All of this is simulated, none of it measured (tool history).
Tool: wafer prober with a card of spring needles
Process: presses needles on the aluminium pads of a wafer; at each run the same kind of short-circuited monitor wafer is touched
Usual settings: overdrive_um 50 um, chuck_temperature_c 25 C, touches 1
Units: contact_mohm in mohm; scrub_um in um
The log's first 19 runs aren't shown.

run	hour	overdrive_um	chuck_temperature_c	touches	contact_mohm	scrub_um
# hour 1185.8: tips cleaned on abrasive film
# hour 1223.0: tips cleaned on abrasive film
20	1232.2	38	124	1	321	5.597
# hour 1261.1: tips cleaned on abrasive film
21	1275.1	68	91	2	286	10.055
# hour 1298.4: tips cleaned on abrasive film
22	1320.5	48	124	2	312	7.110
# hour 1335.1: tips cleaned on abrasive film
23	1369.2	48	124	2	308	7.091
# hour 1375.8: tips cleaned on abrasive film
# hour 1411.3: tips cleaned on abrasive film
24	1442.4	54	124	2	306	7.966
# hour 1446.9: tips cleaned on abrasive film
# hour 1486.6: tips cleaned on abrasive film
# hour 1486.9: height of the first contact set anew
# hour 1529.2: tips cleaned on abrasive film
25	1532.3	40	35	2	285	5.897
# hour 1565.0: tips cleaned on abrasive film
26	1574.6	40	35	2	288	5.904
# hour 1602.7: tips cleaned on abrasive film
# hour 1638.8: tips cleaned on abrasive film
27	1664.8	40	35	2	288	5.905
# hour 1678.7: tips cleaned on abrasive film
# hour 1720.6: tips cleaned on abrasive film
28	1743.8	60	30	1	271	8.851
# hour 1758.3: tips cleaned on abrasive film
# hour 1796.2: tips cleaned on abrasive film
29	1801.1	46	70	1	294	6.791
# hour 1836.6: tips cleaned on abrasive film
30	1870.3	50	25	2	273	7.387

Forecast each of these 5 alternatives for the next run:
# hour 1879.1: tips cleaned on abrasive film
# hour 1918.9: tips cleaned on abrasive film
A	1942.5	50	29	2	?	?
# hour 1879.1: tips cleaned on abrasive film
# hour 1918.9: tips cleaned on abrasive film
B	1942.5	51	25	2	?	?
# hour 1879.1: tips cleaned on abrasive film
# hour 1918.9: tips cleaned on abrasive film
C	1942.5	41	25	1	?	?
# hour 1879.1: tips cleaned on abrasive film
# hour 1918.9: tips cleaned on abrasive film
D	1942.5	34	30	3	?	?
# hour 1879.1: tips cleaned on abrasive film
# hour 1918.9: tips cleaned on abrasive film
E	1942.5	32	42	2	?	?

run	contact_mohm	scrub_um
A	276	7.381
B	271	7.512
C	282	6.052
D	294	5.025
E	301	4.747
Without the tool's hidden state the same runs would have given:
run	contact_mohm	scrub_um
A	276	7.381
B	271	7.512
C	281	6.052
D	294	5.025
E	301	4.747
